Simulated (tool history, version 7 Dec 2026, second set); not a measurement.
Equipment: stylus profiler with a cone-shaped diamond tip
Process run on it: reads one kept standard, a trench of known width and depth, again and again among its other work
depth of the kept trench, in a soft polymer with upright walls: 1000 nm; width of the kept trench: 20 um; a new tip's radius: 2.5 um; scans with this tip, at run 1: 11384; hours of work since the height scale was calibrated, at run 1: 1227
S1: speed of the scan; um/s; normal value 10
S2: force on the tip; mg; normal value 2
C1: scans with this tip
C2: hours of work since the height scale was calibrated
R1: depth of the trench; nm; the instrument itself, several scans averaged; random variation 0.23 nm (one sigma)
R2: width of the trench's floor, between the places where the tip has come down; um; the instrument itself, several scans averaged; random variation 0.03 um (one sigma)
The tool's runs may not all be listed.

run	hour	S1	S2	C1	C2	R1	R2
1	0	10	2	11384	1227	1013.75	14.31
2	58.7	10	2	11754	1267	1013.88	14.27
3	98.6	10	4.31	12005	1294	1020.73	14.19
4	137.2	10	4.31	12248	1320	1021.09	14.15
5	199.5	10	4.31	12640	1362	1021.05	14.13
6	272.4	18	4.31	13099	1412	1021.37	14.12
7	350.7	10	2	13593	1465	1014.64	13.95
8	415.1	10	2	13998	1509	1014.58	13.94
9	498.6	10	2	14524	1565	1014.83	13.85
10	590.3	10	2	15101	1627	1015.11	13.76
11	640.7	10	2.07	15419	1662	1015.59	13.74
# hour 675.5: height scale calibrated on a step standard
12	729.2	6	2.07	15972	36	1010.47	13.66
13	793.1	6	2.07	16375	80	1010.62	13.68
14	863.3	24	2.07	16817	127	1010.8	13.49
15	940.3	33	0.78	17302	180	1006.33	13.35
16	988.6	9	0.69	17606	213	1005.75	13.45
17	1035.9	9	0.69	17904	245	1005.79	13.45
18	1092.8	9	0.69	18262	283	1005.73	13.45
19	1131.6	13	5.58	18506	310	1021.44	13.42
20	1210.1	13	5.58	19001	363	1021.67	13.32
21	1296.2	4	1.89	19543	421	1011.53	13.26
22	1381.5	15	2.26	20079	479	1013.09	13.13
23	1457	9	1.27	20555	530	1009.01	13.09

The next listed run, before its measurement:
24	1521.5	3	1.23	20961	574	?	?

Run 24 produced R1 1008.82 nm, R2 13.09 um.
Take away the tool's hidden state, keep the run-to-run variation as it was, and the same run would have given R1 1007.08 nm, R2 15.99 um.
